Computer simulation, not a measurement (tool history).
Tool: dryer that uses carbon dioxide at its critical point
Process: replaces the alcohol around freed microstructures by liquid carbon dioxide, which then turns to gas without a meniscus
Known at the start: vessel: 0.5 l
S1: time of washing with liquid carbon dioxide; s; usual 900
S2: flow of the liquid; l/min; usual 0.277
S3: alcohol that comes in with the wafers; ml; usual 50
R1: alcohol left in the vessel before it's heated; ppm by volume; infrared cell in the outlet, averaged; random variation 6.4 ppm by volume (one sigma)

{"run": 1, "hour": 0.0, "S1": 900, "S2": 0.277, "S3": 50, "R1": 334}
{"run": 2, "hour": 5.7, "S1": 900, "S2": 0.277, "S3": 20, "R1": 157}
{"run": 3, "hour": 10.7, "S1": 900, "S2": 0.228, "S3": 20, "R1": 378}
{"run": 4, "hour": 18.6, "S1": 900, "S2": 0.277, "S3": 50, "R1": 315}
{"run": 5, "hour": 23.6, "S1": 900, "S2": 0.277, "S3": 50, "R1": 337}
{"run": 6, "hour": 32.5, "S1": 1200, "S2": 0.277, "S3": 50, "R1": 95}
{"run": 7, "hour": 38.5, "S1": 1200, "S2": 0.196, "S3": 50, "R1": 456}
{"run": 8, "hour": 47.6, "S1": 1200, "S2": 0.196, "S3": 50, "R1": 487}
{"run": 9, "hour": 55.5, "S1": 1200, "S2": 0.196, "S3": 50, "R1": 495}
{"run": 10, "hour": 60.6, "S1": 1200, "S2": 0.196, "S3": 50, "R1": 490}
{"run": 11, "hour": 65.8, "S1": 1200, "S2": 0.196, "S3": 50, "R1": 497}
{"run": 12, "hour": 76.2, "S1": 1200, "S2": 0.196, "S3": 50, "R1": 500}
{"run": 13, "hour": 82.1, "S1": 1200, "S2": 0.196, "S3": 50, "R1": 514}
{"run": 14, "hour": 90.0, "S1": 1200, "S2": 0.196, "S3": 50, "R1": 509}
{"run": 15, "hour": 100.9, "S1": 1200, "S2": 0.196, "S3": 50, "R1": 526}
{"run": 16, "hour": 111.6, "S1": 900, "S2": 0.277, "S3": 50, "R1": 398}
{"run": 17, "hour": 116.0, "S1": 960, "S2": 0.277, "S3": 50, "R1": 285}
{"run": 18, "hour": 124.5, "S1": 1020, "S2": 0.277, "S3": 50, "R1": 216}
{"run": 19, "hour": 131.5, "S1": 1020, "S2": 0.277, "S3": 50, "R1": 234}
{"run": 20, "hour": 142.2, "S1": 1260, "S2": 0.277, "S3": 50, "R1": 95}
{"run": 21, "hour": 150.9, "S1": 1260, "S2": 0.277, "S3": 30, "R1": 94}
{"run": 22, "hour": 160.4, "S1": 900, "S2": 0.277, "S3": 50, "R1": 453}
{"run": 23, "hour": 165.0, "S1": 900, "S2": 0.277, "S3": 70, "R1": 591}
{"run": 24, "hour": 175.8, "S1": 900, "S2": 0.277, "S3": 70, "R1": 585}
{"run": 25, "hour": 181.4, "S1": 900, "S2": 0.277, "S3": 70, "R1": 600}
{"run": 26, "hour": 188.0, "S1": 900, "S2": 0.176, "S3": 50, "R1": 2899}
{"run": 27, "hour": 196.9, "S1": 900, "S2": 0.176, "S3": 50, "R1": 2981}
{"run": 28, "hour": 202.7, "S1": 900, "S2": 0.226, "S3": 100, "R1": 2236}
{"run": 29, "hour": 210.8, "S1": 960, "S2": 0.173, "S3": 38, "R1": 2065}
{"run": 30, "hour": 220.4, "S1": 1320, "S2": 0.173, "S3": 64, "R1": 884}

Forecast run 31:
{"run": 31, "hour": 228.4, "S1": 1320, "S2": 0.173, "S3": 64, "R1": "?"}

R1: 926 ppm by volume
Without the tool's hidden state the same run would have given R1 573 ppm by volume.

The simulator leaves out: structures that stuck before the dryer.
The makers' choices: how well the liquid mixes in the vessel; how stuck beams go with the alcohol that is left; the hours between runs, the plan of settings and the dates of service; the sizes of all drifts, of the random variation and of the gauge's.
